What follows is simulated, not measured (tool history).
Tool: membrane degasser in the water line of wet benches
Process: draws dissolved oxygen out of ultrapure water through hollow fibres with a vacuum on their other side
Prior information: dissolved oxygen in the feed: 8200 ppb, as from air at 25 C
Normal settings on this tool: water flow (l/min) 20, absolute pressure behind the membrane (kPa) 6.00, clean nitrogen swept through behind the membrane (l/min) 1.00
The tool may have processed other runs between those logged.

run	hour	water flow (l/min)	absolute pressure behind the membrane (kPa)	clean nitrogen swept through behind the membrane (l/min)	dissolved oxygen in the water behind the degasser (ppb)	pressure that the water loses in the fibres (kPa)
1	0.0	20	6.00	1.00	255.7	45.97
2	101.7	20	6.00	0.80	276.2	45.95
3	193.8	20	6.00	1.00	251.3	45.83
4	346.2	20	6.00	1.00	244.8	45.64
5	469.5	20	6.00	1.00	253.4	45.50
6	577.2	20	6.00	1.00	253.7	45.51
7	663.2	20	6.00	1.00	252.4	45.42
8	768.6	20	6.00	1.00	247.6	45.72
9	850.5	20	4.39	1.00	180.7	45.57
10	947.5	20	6.00	0.82	274.1	45.40
11	1049.3	20	6.00	1.78	200.3	45.43
12	1180.7	20	6.00	1.78	199.4	45.41
13	1277.1	20	6.72	1.12	264.8	45.54
14	1435.2	22	3.62	0.47	194.2	49.71
# hour 1467.1: seals of the vacuum lines changed
15	1530.0	22	5.29	0.51	328.3	50.18
16	1670.0	20	8.37	1.00	347.0	45.35
17	1777.9	15	9.88	0.61	407.5	33.84
18	1897.7	27	12.40	2.43	448.0	61.35
19	1965.2	27	12.40	2.43	462.6	61.14
20	2084.0	31	10.11	0.43	1064.0	70.54
21	2161.3	31	10.11	2.42	479.4	69.96
# hour 2212.2: vacuum gauge calibrated
22	2228.7	27	4.74	2.94	260.3	61.23
23	2357.3	27	7.25	0.55	582.1	60.91
24	2470.7	14	4.75	2.77	80.2	31.64

What if the next run were any one of these 3? Each begins from the tool's condition after run 24:
A	2562.4	31	4.36	1.00	?	?
B	2562.4	25	3.63	0.42	?	?
C	2562.4	31	13.64	2.81	?	?

run	dissolved oxygen in the water behind the degasser (ppb)	pressure that the water loses in the fibres (kPa)
A	357.9	69.42
B	248.6	56.39
C	533.2	70.28
Without the tool's hidden state the same runs would have given:
run	dissolved oxygen in the water behind the degasser (ppb)	pressure that the water loses in the fibres (kPa)
A	357.5	70.52
B	248.3	57.28
C	532.8	71.39
